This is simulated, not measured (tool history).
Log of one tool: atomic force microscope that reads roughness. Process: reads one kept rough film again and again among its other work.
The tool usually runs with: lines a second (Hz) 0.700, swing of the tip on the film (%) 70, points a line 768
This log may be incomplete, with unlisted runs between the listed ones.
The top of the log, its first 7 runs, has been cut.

run	day	lines a second (Hz)	swing of the tip on the film (%)	points a line	pictures with this tip	hours of work since the height scale was calibrated	roughness of the kept film (nm (root mean square))
8	6.892	0.700	70	768	81	329	5.114
9	7.375	0.700	70	768	92	336	5.084
10	7.883	0.700	70	768	104	344	5.078
11	8.921	0.700	70	768	128	360	5.049
12	9.604	0.700	70	768	144	371	4.983
# day 9.954: new tip fitted
13	10.579	0.700	70	768	15	385	5.211
14	11.054	1.906	70	768	26	393	4.976
15	11.942	1.906	70	768	46	406	4.980
16	12.446	1.906	70	768	58	414	4.897
17	13.100	0.700	70	768	73	424	5.146
18	14.038	0.700	70	768	95	438	5.073
19	15.146	0.700	70	768	120	455	4.985
20	15.771	0.767	70	801	135	465	4.984
21	16.421	0.611	70	768	150	475	4.947

Run 22 has not been measured yet. What should we expect?
# day 16.508: new tip fitted
22	17.083	0.611	70	768	14	485	?

{"run 22": {"roughness of the kept film (nm (root mean square))": 5.282}}
Had the tool carried no hidden state, the very same run would have given roughness of the kept film (nm (root mean square)) 5.324.

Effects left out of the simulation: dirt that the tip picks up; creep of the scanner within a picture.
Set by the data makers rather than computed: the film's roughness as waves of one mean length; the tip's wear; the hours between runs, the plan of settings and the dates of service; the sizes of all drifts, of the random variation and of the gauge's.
